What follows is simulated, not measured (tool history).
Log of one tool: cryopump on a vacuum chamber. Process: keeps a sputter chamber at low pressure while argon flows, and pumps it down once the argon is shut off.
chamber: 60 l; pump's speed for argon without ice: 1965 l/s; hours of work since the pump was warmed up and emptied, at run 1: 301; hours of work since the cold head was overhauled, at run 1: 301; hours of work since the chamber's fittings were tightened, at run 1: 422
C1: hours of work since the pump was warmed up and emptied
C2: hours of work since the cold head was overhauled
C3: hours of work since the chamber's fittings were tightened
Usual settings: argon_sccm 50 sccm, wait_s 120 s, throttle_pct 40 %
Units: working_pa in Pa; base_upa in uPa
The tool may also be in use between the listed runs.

run 1 day=0.000 | argon_sccm=50 wait_s=120 throttle_pct=40 | C1=301 C2=301 C3=422 | working_pa=0.1136 base_upa=0.51
run 2 day=0.788 | argon_sccm=50 wait_s=120 throttle_pct=40 | C1=308 C2=308 C3=430 | working_pa=0.1108 base_upa=0.57
run 3 day=1.667 | argon_sccm=50 wait_s=231 throttle_pct=40 | C1=317 C2=317 C3=439 | working_pa=0.1115 base_upa=0.43
run 4 day=2.433 | argon_sccm=50 wait_s=197 throttle_pct=40 | C1=325 C2=325 C3=447 | working_pa=0.1118 base_upa=0.43
run 5 day=3.029 | argon_sccm=50 wait_s=197 throttle_pct=40 | C1=331 C2=331 C3=452 | working_pa=0.1124 base_upa=0.46
run 6 day=4.050 | argon_sccm=41 wait_s=120 throttle_pct=40 | C1=341 C2=341 C3=463 | working_pa=0.0913 base_upa=0.56
run 7 day=4.475 | argon_sccm=47 wait_s=120 throttle_pct=40 | C1=345 C2=345 C3=467 | working_pa=0.1046 base_upa=0.55
run 8 day=5.304 | argon_sccm=50 wait_s=120 throttle_pct=40 | C1=353 C2=353 C3=475 | working_pa=0.1141 base_upa=0.54
run 9 day=6.300 | argon_sccm=50 wait_s=120 throttle_pct=40 | C1=363 C2=363 C3=485 | working_pa=0.1129 base_upa=0.57
run 10 day=7.238 | argon_sccm=50 wait_s=120 throttle_pct=40 | C1=372 C2=372 C3=494 | working_pa=0.1115 base_upa=0.54
run 11 day=7.646 | argon_sccm=50 wait_s=120 throttle_pct=40 | C1=376 C2=376 C3=498 | working_pa=0.1122 base_upa=0.55
run 12 day=8.467 | argon_sccm=50 wait_s=58 throttle_pct=40 | C1=384 C2=384 C3=506 | working_pa=0.1139 base_upa=0.84
run 13 day=9.075 | argon_sccm=50 wait_s=58 throttle_pct=23 | C1=390 C2=390 C3=512 | working_pa=0.1929 base_upa=0.87
run 14 day=9.588 | argon_sccm=50 wait_s=58 throttle_pct=23 | C1=395 C2=395 C3=517 | working_pa=0.1933 base_upa=0.85
run 15 day=10.492 | argon_sccm=50 wait_s=58 throttle_pct=23 | C1=404 C2=404 C3=526 | working_pa=0.1937 base_upa=0.87
run 16 day=11.050 | argon_sccm=50 wait_s=120 throttle_pct=40 | C1=410 C2=410 C3=532 | working_pa=0.1132 base_upa=0.60
run 17 day=11.621 | argon_sccm=50 wait_s=120 throttle_pct=40 | C1=415 C2=415 C3=537 | working_pa=0.1138 base_upa=0.58
run 18 day=12.612 | argon_sccm=23 wait_s=120 throttle_pct=37 | C1=425 C2=425 C3=547 | working_pa=0.0568 base_upa=0.60
run 19 day=13.312 | argon_sccm=29 wait_s=36 throttle_pct=40 | C1=432 C2=432 C3=554 | working_pa=0.0667 base_upa=1.21
run 20 day=13.867 | argon_sccm=29 wait_s=36 throttle_pct=40 | C1=438 C2=438 C3=560 | working_pa=0.0664 base_upa=1.16
run 21 day=14.388 | argon_sccm=21 wait_s=109 throttle_pct=21 | C1=443 C2=443 C3=565 | working_pa=0.0883 base_upa=0.57
run 22 day=14.867 | argon_sccm=21 wait_s=109 throttle_pct=21 | C1=448 C2=448 C3=570 | working_pa=0.0889 base_upa=0.60
run 23 day=15.604 | argon_sccm=21 wait_s=109 throttle_pct=21 | C1=455 C2=455 C3=577 | working_pa=0.0888 base_upa=0.59
run 24 day=16.525 | argon_sccm=21 wait_s=109 throttle_pct=21 | C1=464 C2=464 C3=586 | working_pa=0.0883 base_upa=0.64
run 25 day=16.983 | argon_sccm=21 wait_s=109 throttle_pct=21 | C1=469 C2=469 C3=590 | working_pa=0.0877 base_upa=0.61
run 26 day=17.717 | argon_sccm=43 wait_s=120 throttle_pct=24 | C1=476 C2=476 C3=598 | working_pa=0.1607 base_upa=0.60
run 27 day=18.162 | argon_sccm=82 wait_s=23 throttle_pct=47 | C1=480 C2=480 C3=602 | working_pa=0.1632 base_upa=1.66
run 28 day=18.838 | argon_sccm=48 wait_s=159 throttle_pct=22 | C1=487 C2=487 C3=609 | working_pa=0.1963 base_upa=0.58
run 29 day=19.442 | argon_sccm=48 wait_s=159 throttle_pct=22 | C1=493 C2=493 C3=615 | working_pa=0.1947 base_upa=0.57
run 30 day=20.400 | argon_sccm=48 wait_s=159 throttle_pct=22 | C1=502 C2=502 C3=624 | working_pa=0.1959 base_upa=0.57
run 31 day=21.358 | argon_sccm=36 wait_s=171 throttle_pct=19 | C1=512 C2=512 C3=634 | working_pa=0.1686 base_upa=0.56
run 32 day=22.304 | argon_sccm=42 wait_s=54 throttle_pct=40 | C1=521 C2=521 C3=643 | working_pa=0.0971 base_upa=0.93
run 33 day=22.829 | argon_sccm=50 wait_s=85 throttle_pct=40 | C1=526 C2=526 C3=648 | working_pa=0.1157 base_upa=0.74
run 34 day=23.296 | argon_sccm=50 wait_s=168 throttle_pct=21 | C1=531 C2=531 C3=653 | working_pa=0.2139 base_upa=0.54

Measured less the same run without the tool's hidden state. The same run-to-run variation is in both; the gauge's scatter may not be:
The hidden state here: pump's speed, % of a pump's without ice; cold plate's temperature, K; leak into the chamber, uPa l/s; drift of the gauge itself on working_pa, %; drift of the gauge itself on base_upa, %.
run=1 working_pa=+0.0044 base_upa=+0.14
run=2 working_pa=+0.0044 base_upa=+0.14
run=3 working_pa=+0.0046 base_upa=+0.14
run=4 working_pa=+0.0047 base_upa=+0.15
run=5 working_pa=+0.0048 base_upa=+0.16
run=6 working_pa=+0.0040 base_upa=+0.16
run=7 working_pa=+0.0047 base_upa=+0.16
run=8 working_pa=+0.0052 base_upa=+0.16
run=9 working_pa=+0.0054 base_upa=+0.16
run=10 working_pa=+0.0054 base_upa=+0.17
run=11 working_pa=+0.0055 base_upa=+0.17
run=12 working_pa=+0.0056 base_upa=+0.17
run=13 working_pa=+0.0058 base_upa=+0.18
run=14 working_pa=+0.0058 base_upa=+0.17
run=15 working_pa=+0.0060 base_upa=+0.18
run=16 working_pa=+0.0060 base_upa=+0.17
run=17 working_pa=+0.0062 base_upa=+0.19
run=18 working_pa=+0.0029 base_upa=+0.19
run=19 working_pa=+0.0038 base_upa=+0.19
run=20 working_pa=+0.0038 base_upa=+0.19
run=21 working_pa=+0.0028 base_upa=+0.19
run=22 working_pa=+0.0028 base_upa=+0.19
run=23 working_pa=+0.0029 base_upa=+0.19
run=24 working_pa=+0.0030 base_upa=+0.21
run=25 working_pa=+0.0030 base_upa=+0.20
run=26 working_pa=+0.0063 base_upa=+0.21
run=27 working_pa=+0.0120 base_upa=+0.20
run=28 working_pa=+0.0072 base_upa=+0.20
run=29 working_pa=+0.0072 base_upa=+0.21
run=30 working_pa=+0.0074 base_upa=+0.23
run=31 working_pa=+0.0057 base_upa=+0.22
run=32 working_pa=+0.0067 base_upa=+0.22
run=33 working_pa=+0.0081 base_upa=+0.23
run=34 working_pa=+0.0082 base_upa=+0.23
